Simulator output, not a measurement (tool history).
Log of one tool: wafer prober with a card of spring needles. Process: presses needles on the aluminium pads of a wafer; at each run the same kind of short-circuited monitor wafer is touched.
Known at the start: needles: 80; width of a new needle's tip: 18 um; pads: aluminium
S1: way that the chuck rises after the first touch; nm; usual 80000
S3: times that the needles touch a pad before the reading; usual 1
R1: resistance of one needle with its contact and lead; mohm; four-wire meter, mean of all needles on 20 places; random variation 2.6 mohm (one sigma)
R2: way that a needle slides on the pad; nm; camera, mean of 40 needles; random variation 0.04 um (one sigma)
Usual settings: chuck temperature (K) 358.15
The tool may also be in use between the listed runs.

Run 1, hour 0: usual settings. Result: R1 320 mohm, R2 18230 nm.
At hour 18.1: tips cleaned on abrasive film.
At hour 40.6: tips cleaned on abrasive film.
Run 2, hour 43.7: usual settings. Result: R1 325 mohm, R2 18210 nm.
At hour 61.5: tips cleaned on abrasive film.
At hour 84.2: tips cleaned on abrasive film.
At hour 106.6: tips cleaned on abrasive film.
At hour 129.3: tips cleaned on abrasive film.
Run 3, hour 135.9: usual settings. Result: R1 349 mohm, R2 18140 nm.
At hour 149.5: tips cleaned on abrasive film.
At hour 171.9: tips cleaned on abrasive film.
At hour 190: tips cleaned on abrasive film.
Run 4, hour 200.9: usual settings. Result: R1 369 mohm, R2 18040 nm.
At hour 205.7: height of the first contact set anew.
At hour 210.3: tips cleaned on abrasive film.
At hour 232.9: tips cleaned on abrasive film.
At hour 255.5: tips cleaned on abrasive film.
Run 5, hour 273.4: usual settings. Result: R1 390 mohm, R2 18240 nm.
At hour 278: tips cleaned on abrasive film.
At hour 300.6: tips cleaned on abrasive film.
At hour 318.7: tips cleaned on abrasive film.
At hour 341.4: tips cleaned on abrasive film.
At hour 363.6: tips cleaned on abrasive film.
Run 6, hour 365.3: usual settings. Result: R1 327 mohm, R2 18130 nm.
At hour 383.4: tips cleaned on abrasive film.
At hour 401.6: tips cleaned on abrasive film.
At hour 424.1: tips cleaned on abrasive film.
Run 7, hour 434.6: usual settings. Result: R1 371 mohm, R2 18030 nm.
At hour 443.8: tips cleaned on abrasive film.
At hour 453.1: height of the first contact set anew.
At hour 462.2: tips cleaned on abrasive film.
At hour 484.4: tips cleaned on abrasive film.
Run 8, hour 485.6: usual settings. Result: R1 325 mohm, R2 18230 nm.
At hour 503.6: tips cleaned on abrasive film.
At hour 521.7: tips cleaned on abrasive film.
At hour 541.3: tips cleaned on abrasive film.
Run 9, hour 541.3: usual settings. Result: R1 311 mohm, R2 18120 nm.
At hour 559.5: tips cleaned on abrasive film.
At hour 582.1: tips cleaned on abrasive film.
At hour 604.7: tips cleaned on abrasive film.
Run 10, hour 618.7: usual settings. Result: R1 375 mohm, R2 18130 nm.
At hour 623.3: tips cleaned on abrasive film.
At hour 646: tips cleaned on abrasive film.
At hour 668.2: tips cleaned on abrasive film.
At hour 690.6: tips cleaned on abrasive film.
At hour 699.9: height of the first contact set anew.
At hour 713.5: tips cleaned on abrasive film.
Run 11, hour 714.3: usual settings. Result: R1 321 mohm, R2 18270 nm.
At hour 732.5: tips cleaned on abrasive film.
At hour 755.1: tips cleaned on abrasive film.
At hour 777.4: tips cleaned on abrasive film.
At hour 795.5: tips cleaned on abrasive film.
Run 12, hour 805.1: usual settings. Result: R1 366 mohm, R2 18170 nm.
At hour 814.1: tips cleaned on abrasive film.
At hour 836.7: tips cleaned on abrasive film.
At hour 859.3: tips cleaned on abrasive film.
Run 13, hour 860.1: usual settings. Result: R1 322 mohm, R2 18100 nm.
At hour 878.3: tips cleaned on abrasive film.
At hour 900.7: tips cleaned on abrasive film.
At hour 918.8: tips cleaned on abrasive film.
Run 14, hour 922.3: usual settings but chuck temperature (K) 385.15, S3 2. Result: R1 337 mohm, R2 18020 nm.
At hour 940.4: tips cleaned on abrasive film.
At hour 949.7: height of the first contact set anew.
At hour 963.4: tips cleaned on abrasive film.
Run 15, hour 974.4: usual settings but chuck temperature (K) 385.15, S3 2. Result: R1 355 mohm, R2 18260 nm.
At hour 983.5: tips cleaned on abrasive film.
At hour 1005.7: tips cleaned on abrasive film.
At hour 1028.3: tips cleaned on abrasive film.
Run 16, hour 1030: usual settings but chuck temperature (K) 385.15, S3 2. Result: R1 330 mohm, R2 18240 nm.
At hour 1048.1: tips cleaned on abrasive film.
At hour 1070.8: tips cleaned on abrasive film.
At hour 1093.2: tips cleaned on abrasive film.
At hour 1115.8: tips cleaned on abrasive film.
Run 17, hour 1124.8: usual settings but chuck temperature (K) 385.15, S3 2. Result: R1 356 mohm, R2 18130 nm.
At hour 1138.4: tips cleaned on abrasive film.
At hour 1161: tips cleaned on abrasive film.
Run 18, hour 1177.4: usual settings but S1 66000 nm. Result: R1 439 mohm, R2 14810 nm.
At hour 1182: tips cleaned on abrasive film.
At hour 1200.3: height of the first contact set anew.
At hour 1204.9: tips cleaned on abrasive film.
At hour 1223: tips cleaned on abrasive film.
At hour 1245.6: tips cleaned on abrasive film.
Run 19, hour 1251.1: usual settings but S1 74000 nm, chuck temperature (K) 309.15, S3 2. Result: R1 330 mohm, R2 16850 nm.
At hour 1264.7: tips cleaned on abrasive film.
At hour 1287.3: tips cleaned on abrasive film.
At hour 1310: tips cleaned on abrasive film.
At hour 1332.6: tips cleaned on abrasive film.
Run 20, hour 1339.5: usual settings but S1 64000 nm. Result: R1 387 mohm, R2 14540 nm.
At hour 1353.1: tips cleaned on abrasive film.
At hour 1375.7: tips cleaned on abrasive film.
At hour 1398.4: tips cleaned on abrasive film.
Run 21, hour 1399.6: usual settings but S1 70000 nm, chuck temperature (K) 362.15. Result: R1 347 mohm, R2 15800 nm.
At hour 1417.7: tips cleaned on abrasive film.
At hour 1435.8: tips cleaned on abrasive film.
At hour 1449.6: height of the first contact set anew.
At hour 1454.3: tips cleaned on abrasive film.
At hour 1476.8: tips cleaned on abrasive film.
Run 22, hour 1482.6: usual settings but S3 2. Result: R1 335 mohm, R2 18280 nm.
At hour 1496.3: tips cleaned on abrasive film.
At hour 1518.7: tips cleaned on abrasive film.
At hour 1541.3: tips cleaned on abrasive film.
At hour 1564: tips cleaned on abrasive film.
Run 23, hour 1575.2: usual settings but S3 2. Result: R1 357 mohm, R2 18220 nm.
At hour 1584.3: tips cleaned on abrasive film.
At hour 1606.9: tips cleaned on abrasive film.
At hour 1629.5: tips cleaned on abrasive film.
At hour 1647.6: tips cleaned on abrasive film.
Run 24, hour 1664.3: usual settings but S1 98000 nm, chuck temperature (K) 301.15, S3 2. Result: R1 327 mohm, R2 22240 nm.
At hour 1668.9: tips cleaned on abrasive film.
At hour 1691.2: tips cleaned on abrasive film.
At hour 1696: height of the first contact set anew.
At hour 1713.8: tips cleaned on abrasive film.
Run 25, hour 1728: usual settings but S1 94000 nm, chuck temperature (K) 302.15. Result: R1 354 mohm, R2 21530 nm.
At hour 1732.6: tips cleaned on abrasive film.
At hour 1755.3: tips cleaned on abrasive film.
At hour 1777.9: tips cleaned on abrasive film.
At hour 1797: tips cleaned on abrasive film.
Run 26, hour 1797: usual settings but S1 83000 nm, chuck temperature (K) 376.15. Result: R1 322 mohm, R2 18890 nm.

Forecast each of these 4 alternatives for the next run:
At hour 1815.2: tips cleaned on abrasive film.
At hour 1837.8: tips cleaned on abrasive film.
At hour 1855.9: tips cleaned on abrasive film.
Run A, hour 1870.3: usual settings but S1 88000 nm, chuck temperature (K) 376.15, S3 2. Result: R1 ?, R2 ?.
At hour 1815.2: tips cleaned on abrasive film.
At hour 1837.8: tips cleaned on abrasive film.
At hour 1855.9: tips cleaned on abrasive film.
Run B, hour 1870.3: usual settings. Result: R1 ?, R2 ?.
At hour 1815.2: tips cleaned on abrasive film.
At hour 1837.8: tips cleaned on abrasive film.
At hour 1855.9: tips cleaned on abrasive film.
Run C, hour 1870.3: usual settings but chuck temperature (K) 342.15. Result: R1 ?, R2 ?.
At hour 1815.2: tips cleaned on abrasive film.
At hour 1837.8: tips cleaned on abrasive film.
At hour 1855.9: tips cleaned on abrasive film.
Run D, hour 1870.3: usual settings but S1 95000 nm, S3 3. Result: R1 ?, R2 ?.

run   R1     R2
  A  349  20000
  B  395  18050
  C  386  18070
  D  325  21650
Without the tool's hidden state the same runs would have given:
run   R1     R2
  A  301  20210
  B  303  18260
  C  294  18280
  D  296  21860
